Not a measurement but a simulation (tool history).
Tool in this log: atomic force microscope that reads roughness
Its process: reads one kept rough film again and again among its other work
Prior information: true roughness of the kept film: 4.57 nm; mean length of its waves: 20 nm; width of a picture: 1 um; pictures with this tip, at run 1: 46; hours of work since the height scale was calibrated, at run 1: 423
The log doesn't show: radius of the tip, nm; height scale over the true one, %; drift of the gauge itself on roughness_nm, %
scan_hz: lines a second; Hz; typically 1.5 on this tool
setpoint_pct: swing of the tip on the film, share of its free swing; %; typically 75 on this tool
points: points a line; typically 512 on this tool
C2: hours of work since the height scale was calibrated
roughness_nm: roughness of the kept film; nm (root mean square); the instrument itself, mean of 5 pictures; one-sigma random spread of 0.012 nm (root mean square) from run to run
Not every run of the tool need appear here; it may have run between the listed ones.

Run 1, day 0: usual settings; pictures with this tip 46; C2 423. Result: roughness_nm 2.648 nm (root mean square).
Run 2, day 0.592: usual settings but setpoint_pct 64 %; pictures with this tip 65; C2 433. Result: roughness_nm 2.632 nm (root mean square).
Run 3, day 1.158: usual settings but setpoint_pct 64 %; pictures with this tip 83; C2 443. Result: roughness_nm 2.552 nm (root mean square).
Run 4, day 1.779: usual settings but setpoint_pct 60 %; pictures with this tip 104; C2 454. Result: roughness_nm 2.458 nm (root mean square).
Run 5, day 2.454: usual settings but setpoint_pct 60 %; pictures with this tip 126; C2 466. Result: roughness_nm 2.369 nm (root mean square).
Run 6, day 3.158: usual settings but setpoint_pct 60 %; pictures with this tip 149; C2 479. Result: roughness_nm 2.255 nm (root mean square).
Run 7, day 3.754: usual settings; pictures with this tip 168; C2 489. Result: roughness_nm 2.119 nm (root mean square).
Run 8, day 4.104: usual settings; pictures with this tip 180; C2 495. Result: roughness_nm 2.071 nm (root mean square).
Run 9, day 4.479: usual settings; pictures with this tip 192; C2 502. Result: roughness_nm 2.011 nm (root mean square).
Run 10, day 5.262: usual settings; pictures with this tip 218; C2 516. Result: roughness_nm 1.958 nm (root mean square).
Run 11, day 5.979: usual settings; pictures with this tip 241; C2 528. Result: roughness_nm 1.863 nm (root mean square).
Run 12, day 6.317: usual settings; pictures with this tip 252; C2 534. Result: roughness_nm 1.838 nm (root mean square).
Run 13, day 6.692: usual settings but points 370; pictures with this tip 264; C2 541. Result: roughness_nm 1.804 nm (root mean square).
At day 7.125: new tip fitted.
Run 14, day 7.429: usual settings but setpoint_pct 57 %; pictures with this tip 10; C2 554. Result: roughness_nm 2.899 nm (root mean square).
Run 15, day 8.183: usual settings but setpoint_pct 65 %; pictures with this tip 35; C2 567. Result: roughness_nm 2.715 nm (root mean square).
Run 16, day 8.804: usual settings but setpoint_pct 65 %; pictures with this tip 55; C2 578. Result: roughness_nm 2.615 nm (root mean square).
Run 17, day 9.529: usual settings; pictures with this tip 79; C2 591. Result: roughness_nm 2.447 nm (root mean square).
Run 18, day 10.154: usual settings; pictures with this tip 99; C2 602. Result: roughness_nm 2.328 nm (root mean square).
Run 19, day 10.583: usual settings; pictures with this tip 113; C2 609. Result: roughness_nm 2.288 nm (root mean square).
Run 20, day 11.062: usual settings but scan_hz 2.74 Hz; pictures with this tip 129; C2 618. Result: roughness_nm 2.098 nm (root mean square).
Run 21, day 11.488: usual settings but scan_hz 2.74 Hz; pictures with this tip 143; C2 625. Result: roughness_nm 2.055 nm (root mean square).
Run 22, day 12.321: usual settings but setpoint_pct 57 %; pictures with this tip 170; C2 640. Result: roughness_nm 2.156 nm (root mean square).
At day 12.412: height scale calibrated on a step standard.
Run 23, day 12.929: usual settings but setpoint_pct 55 %, points 670; pictures with this tip 188; C2 9. Result: roughness_nm 2.111 nm (root mean square).
Run 24, day 13.654: usual settings but scan_hz 2.16 Hz, setpoint_pct 72 %, points 670; pictures with this tip 212; C2 22. Result: roughness_nm 1.954 nm (root mean square).

Run 25 is up next; what results do you expect?
Run 25, day 14.162: usual settings but scan_hz 2.16 Hz, setpoint_pct 72 %, points 497; pictures with this tip 229; C2 31. Result: roughness_nm ?.

Run 25 measured roughness_nm 1.869 nm (root mean square).
With the hidden condition absent and the run-to-run variation left alone, this run would have shown roughness_nm 2.88 nm (root mean square).

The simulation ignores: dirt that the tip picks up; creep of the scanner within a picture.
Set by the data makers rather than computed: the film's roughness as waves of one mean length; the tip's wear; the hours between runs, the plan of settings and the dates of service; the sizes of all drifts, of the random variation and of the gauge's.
